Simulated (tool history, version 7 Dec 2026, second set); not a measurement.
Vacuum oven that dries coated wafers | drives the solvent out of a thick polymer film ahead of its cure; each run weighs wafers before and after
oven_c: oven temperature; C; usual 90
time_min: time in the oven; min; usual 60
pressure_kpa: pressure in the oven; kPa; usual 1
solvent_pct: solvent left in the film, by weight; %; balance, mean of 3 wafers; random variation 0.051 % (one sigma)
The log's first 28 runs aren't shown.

run,day,oven_c,time_min,pressure_kpa,solvent_pct
29,47.738,79,43,2.05,4.1
30,49.992,95,47,1,1.17
# day 51.392: vacuum gauge cleaned of residue and calibrated
31,51.971,90,97,1,0.48
32,54.217,95,40,3.55,2.1
33,56.029,95,40,3.55,2.1
34,58.279,95,40,3.55,2.1
35,59.9,90,36,3.28,3.06
36,61.842,90,72,0.88,0.68
37,63.329,81,60,1.83,2.73
38,65.238,94,60,2.84,1.44
39,66.679,94,60,2.84,1.43
40,68.7,94,60,2.84,1.41
41,71.458,94,60,2.84,1.35
42,73.671,90,31,1,2.81
43,76.35,103,81,1,0.36
# day 77.325: oven's thermocouples calibrated
44,78.029,96,81,1,0.44
45,79.892,80,53,0.88,2.63
46,81.842,80,53,0.88,2.61

5 ways to go on from here, each from the tool as it stands after run 46. What would each give?
A,84.075,83,44,1.06,?
B,84.075,90,99,1,?
C,84.075,96,56,1.8,?
D,84.075,85,33,0.88,?
E,84.075,94,59,0.88,?

run,solvent_pct
A,2.73
B,0.5
C,0.81
D,3.36
E,0.78
Without the tool's hidden state the same runs would have given:
run,solvent_pct
A,2.57
B,0.43
C,0.73
D,3.21
E,0.71

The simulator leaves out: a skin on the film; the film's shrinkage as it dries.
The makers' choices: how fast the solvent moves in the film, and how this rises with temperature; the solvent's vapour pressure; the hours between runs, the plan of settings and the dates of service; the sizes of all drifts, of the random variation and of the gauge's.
